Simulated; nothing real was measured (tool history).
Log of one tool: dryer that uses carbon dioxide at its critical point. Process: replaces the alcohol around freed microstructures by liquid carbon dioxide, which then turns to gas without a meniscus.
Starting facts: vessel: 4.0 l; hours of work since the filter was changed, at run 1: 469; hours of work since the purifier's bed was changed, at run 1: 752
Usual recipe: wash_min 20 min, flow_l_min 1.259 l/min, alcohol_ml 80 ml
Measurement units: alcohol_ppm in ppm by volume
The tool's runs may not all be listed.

run   hour  wash_min  flow_l_min  alcohol_ml  hours of work since the filter was changed  hours of work since the purifier's bed was changed  alcohol_ppm
  1      0        20       1.259          80                                         469                                                 752          312
  2   21.9        20       1.259          80                                         484                                                 767          304
  3     36        20       1.259          80                                         493                                                 776          313
  4   63.9        20       1.259          80                                         512                                                 795          307
  5   88.9        15       1.259          80                                         530                                                 813          763
  6  113.4        20        1.47          80                                         546                                                 829          222
       129  -- inlet filter changed
  7  137.6        20        1.47          80                                           6                                                 845          179
  8  158.9        20       1.259          80                                          20                                                 860          262
  9  178.3        20       1.259          80                                          34                                                 873          266
 10  209.1        20       1.259          80                                          55                                                 894          267
 11    234        17        2.05          71                                          72                                                 911          146
 12  251.2        13         1.9          79                                          84                                                 923          280
 13  264.9        21        0.77          79                                          93                                                 932          960
 14  285.8        19       1.259          30                                         107                                                 947          202
 15  313.3        27        1.16          47                                         126                                                 966          170
 16  341.1        16        0.87          50                                         145                                                 985          979
 17  358.5        14        0.78          22                                         157                                                 997          788
 18  389.9        14        0.78          22                                         179                                                1018          836
 19  404.9        18         1.9          22                                         189                                                1028          146
 20  434.5        20           1          67                                         209                                                1049          504

Table of differences, measured result less the result of that run with no hidden state. Run-to-run variation is the same in both. Gauge scatter possibly is not:
Hidden state present: flow that reaches the vessel past the clogged filter, %; alcohol in the recycled carbon dioxide, ppm; drift of the gauge itself on alcohol_ppm, %.
run  alcohol_ppm
  1         +166
  2         +169
  3         +172
  4         +177
  5         +292
  6         +155
  7         +116
  8         +122
  9         +126
 10         +129
 11         +128
 12         +138
 13         +169
 14         +133
 15         +134
 16         +190
 17         +169
 18         +187
 19         +140
 20         +187
